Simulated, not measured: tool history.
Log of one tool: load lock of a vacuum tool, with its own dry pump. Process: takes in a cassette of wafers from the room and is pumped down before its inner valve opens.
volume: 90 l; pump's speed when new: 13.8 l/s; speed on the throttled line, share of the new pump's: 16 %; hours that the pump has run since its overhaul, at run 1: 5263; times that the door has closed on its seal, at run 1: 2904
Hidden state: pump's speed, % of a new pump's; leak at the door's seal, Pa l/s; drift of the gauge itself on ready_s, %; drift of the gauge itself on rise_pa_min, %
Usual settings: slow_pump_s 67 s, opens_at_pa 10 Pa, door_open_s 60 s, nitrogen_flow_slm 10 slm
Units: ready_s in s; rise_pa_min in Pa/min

run     day  slow_pump_s  opens_at_pa  door_open_s  nitrogen_flow_slm  hours that the pump has run since its overhaul  times that the door has closed on its seal  incoming humidity of the room's air, %  ready_s  rise_pa_min
  1       0           67           10           60                 10                                            5263                                        2904                                    46.8    117.7        0.044
  2   4.546           67           10           60                 10                                            5372                                        3310                                    46.8      119        0.043
  3   7.233           67           12           60                 10                                            5437                                        3549                                    43.1      117        0.042
  4  10.312           67           12           60                 10                                            5511                                        3824                                    45.1      117        0.046
  5  15.271           67           12           60                 10                                            5630                                        4267                                    42.1    117.8         0.05
  6  21.538           67           12           60                 10                                            5780                                        4826                                      46    117.7        0.051
  7  27.167           67           12           60                 10                                            5915                                        5328                                    47.6    116.9        0.055
  8  33.567           67           13           60                 10                                            6069                                        5899                                      45      117        0.056
  9  37.938           67           13           60                 10                                            6174                                        6289                                    44.4    116.5        0.056
 10  43.967           67           13           60                 10                                            6318                                        6828                                      45    116.6        0.055
 11  48.525           67           10           60                 10                                            6428                                        7234                                    46.1    118.7        0.059
 12  54.225           67           10           60                 27                                            6565                                        7743                                    42.9    118.6        0.055
 13  57.133          110           10           60                 10                                            6634                                        8002                                    46.4    154.9        0.068
 14  60.492           67           10           60                 10                                            6715                                        8302                                    44.3    118.8        0.068
 15  65.233           67           10           60                 10                                            6829                                        8725                                    45.8    118.9        0.077

Forecast run 16:
 16  67.95           67           10           58                  6                                            6894                                        8967                                    41.6        ?            ?

{"run 16": {"ready_s": 119.4, "rise_pa_min": 0.075}}
Without the tool's hidden state the same run would have given ready_s 117 s, rise_pa_min 0.036 Pa/min.
